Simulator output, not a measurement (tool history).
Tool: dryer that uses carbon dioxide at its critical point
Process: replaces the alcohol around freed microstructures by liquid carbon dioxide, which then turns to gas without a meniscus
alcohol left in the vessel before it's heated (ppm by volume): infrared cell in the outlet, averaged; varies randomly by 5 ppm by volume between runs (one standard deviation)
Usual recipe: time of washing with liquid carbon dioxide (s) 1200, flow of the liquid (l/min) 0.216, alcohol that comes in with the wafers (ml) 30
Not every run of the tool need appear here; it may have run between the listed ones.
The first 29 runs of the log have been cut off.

run	hour	time of washing with liquid carbon dioxide (s)	flow of the liquid (l/min)	alcohol that comes in with the wafers (ml)	alcohol left in the vessel before it's heated (ppm by volume)
# hour 1198.6: inlet filter changed
30	1227.0	1200	0.304	73	113
31	1253.4	1680	0.335	25	118
32	1292.5	1680	0.335	101	117
33	1340.3	1020	0.169	101	1551
34	1385.3	1020	0.169	101	1544
35	1442.2	1020	0.169	101	1574
36	1473.9	1020	0.169	101	1652
37	1508.1	1020	0.169	101	1656
38	1564.3	1080	0.200	30	272
39	1623.2	1200	0.216	52	204
40	1669.3	1200	0.216	52	221
41	1711.3	1200	0.216	52	227
42	1768.6	1200	0.216	52	242
# hour 1782.2: inlet filter changed
43	1810.8	1440	0.216	52	162
44	1837.8	1440	0.216	52	166
# hour 1862.4: purifier's bed changed
45	1871.5	1440	0.216	52	17
46	1907.3	1200	0.225	88	92
47	1955.3	1200	0.252	34	21

4 options for the next run, each taken on its own from the tool as it stands now. Forecast them:
A	1990.2	1740	0.160	39	?
B	1990.2	1740	0.251	38	?
C	1990.2	1200	0.186	34	?
D	1990.2	1200	0.329	72	?

run	alcohol left in the vessel before it's heated (ppm by volume)
A	46
B	21
C	125
D	20
With no hidden state in the tool, these same runs would have given:
run	alcohol left in the vessel before it's heated (ppm by volume)
A	28
B	9
C	94
D	8

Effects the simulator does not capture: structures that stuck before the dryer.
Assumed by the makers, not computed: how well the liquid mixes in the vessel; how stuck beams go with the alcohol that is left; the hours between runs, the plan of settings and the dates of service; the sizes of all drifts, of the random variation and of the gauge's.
